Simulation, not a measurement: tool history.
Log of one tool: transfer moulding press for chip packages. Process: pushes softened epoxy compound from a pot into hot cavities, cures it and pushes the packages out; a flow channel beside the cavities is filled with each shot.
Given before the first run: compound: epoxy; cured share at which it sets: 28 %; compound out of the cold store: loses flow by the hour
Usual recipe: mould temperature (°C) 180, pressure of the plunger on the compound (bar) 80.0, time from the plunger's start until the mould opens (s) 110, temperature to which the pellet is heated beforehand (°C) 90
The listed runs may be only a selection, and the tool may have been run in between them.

| run | hour | mould temperature (°C) | pressure of the plunger on the compound (bar) | time from the plunger's start until the mould opens (s) | temperature to which the pellet is heated beforehand (°C) | incoming compound's hours out of the cold store | length that the compound runs in the flow channel (mm) | greatest force on the pins that push the packages out (N) |
|---|---|---|---|---|---|---|---|---|
| 1 | 0.0 | 180 | 80.0 | 110 | 90 | 16.9 | 924 | 321 |
| 2 | 32.8 | 185 | 80.0 | 110 | 90 | 12.4 | 921 | 300 |
|  | 49.6 | cavities cleaned with cleaning compound and waxed |
| 3 | 67.7 | 185 | 80.0 | 110 | 90 | 27.9 | 848 | 242 |
| 4 | 100.5 | 185 | 80.0 | 110 | 90 | 27.2 | 857 | 274 |
| 5 | 127.0 | 180 | 71.8 | 110 | 90 | 21.6 | 836 | 315 |
| 6 | 155.5 | 180 | 71.8 | 110 | 90 | 41.1 | 766 | 327 |
|  | 182.7 | cavities cleaned with cleaning compound and waxed |
| 7 | 193.4 | 180 | 71.8 | 110 | 90 | 33.4 | 791 | 258 |
| 8 | 215.5 | 180 | 80.0 | 110 | 90 | 24.2 | 870 | 281 |
| 9 | 238.2 | 179 | 80.0 | 110 | 90 | 45.1 | 791 | 296 |
| 10 | 274.9 | 180 | 80.0 | 110 | 90 | 18.4 | 879 | 330 |
| 11 | 297.2 | 180 | 80.0 | 103 | 90 | 10.5 | 905 | 368 |
|  | 314.3 | cavities cleaned with cleaning compound and waxed |
| 12 | 330.2 | 180 | 80.0 | 103 | 90 | 9.3 | 905 | 306 |
|  | 350.8 | plunger's sealing rings changed |
| 13 | 350.8 | 180 | 80.0 | 103 | 90 | 43.6 | 834 | 303 |
| 14 | 387.1 | 180 | 80.0 | 117 | 90 | 40.1 | 845 | 286 |
| 15 | 425.1 | 180 | 83.7 | 126 | 88 | 27.5 | 918 | 310 |
|  | 448.4 | cavities cleaned with cleaning compound and waxed |
| 16 | 468.7 | 172 | 76.1 | 125 | 90 | 22.2 | 916 | 331 |
| 17 | 493.2 | 172 | 76.1 | 108 | 90 | 43.0 | 828 | 471 |
| 18 | 515.4 | 179 | 76.1 | 145 | 90 | 32.0 | 852 | 262 |
| 19 | 540.3 | 179 | 76.1 | 145 | 90 | 43.2 | 793 | 286 |
| 20 | 571.7 | 179 | 76.1 | 145 | 90 | 32.2 | 846 | 302 |
|  | 581.2 | cavities cleaned with cleaning compound and waxed |
| 21 | 607.0 | 180 | 80.0 | 110 | 84 | 27.0 | 878 | 265 |
| 22 | 630.5 | 180 | 80.0 | 110 | 84 | 36.7 | 826 | 291 |
| 23 | 672.2 | 180 | 80.0 | 110 | 83 | 29.1 | 874 | 312 |
| 24 | 708.9 | 179 | 91.3 | 110 | 83 | 36.5 | 887 | 342 |
|  | 714.9 | mould's thermocouples calibrated |
|  | 716.4 | cavities cleaned with cleaning compound and waxed |
| 25 | 748.1 | 182 | 80.0 | 110 | 90 | 47.8 | 778 | 256 |
| 26 | 767.3 | 182 | 87.9 | 110 | 80 | 40.0 | 845 | 279 |
| 27 | 795.6 | 184 | 94.1 | 110 | 90 | 37.4 | 885 | 297 |
| 28 | 820.0 | 184 | 94.1 | 110 | 90 | 29.4 | 912 | 303 |

4 ways to go on from here, each from the tool as it stands after run 28. What would each give?
| A | 841.3 | 181 | 80.0 | 110 | 90 | 12.4 | ? | ? |
| B | 841.3 | 187 | 72.9 | 101 | 90 | 19.3 | ? | ? |
| C | 841.3 | 184 | 87.9 | 110 | 86 | 13.3 | ? | ? |
| D | 841.3 | 180 | 80.0 | 97 | 94 | 26.7 | ? | ? |

| run | length that the compound runs in the flow channel (mm) | greatest force on the pins that push the packages out (N) |
|---|---|---|
| A | 907 | 336 |
| B | 818 | 307 |
| C | 944 | 319 |
| D | 860 | 412 |
Without the tool's hidden state the same runs would have given:
| run | length that the compound runs in the flow channel (mm) | greatest force on the pins that push the packages out (N) |
|---|---|---|
| A | 969 | 246 |
| B | 874 | 223 |
| C | 1008 | 232 |
| D | 918 | 302 |
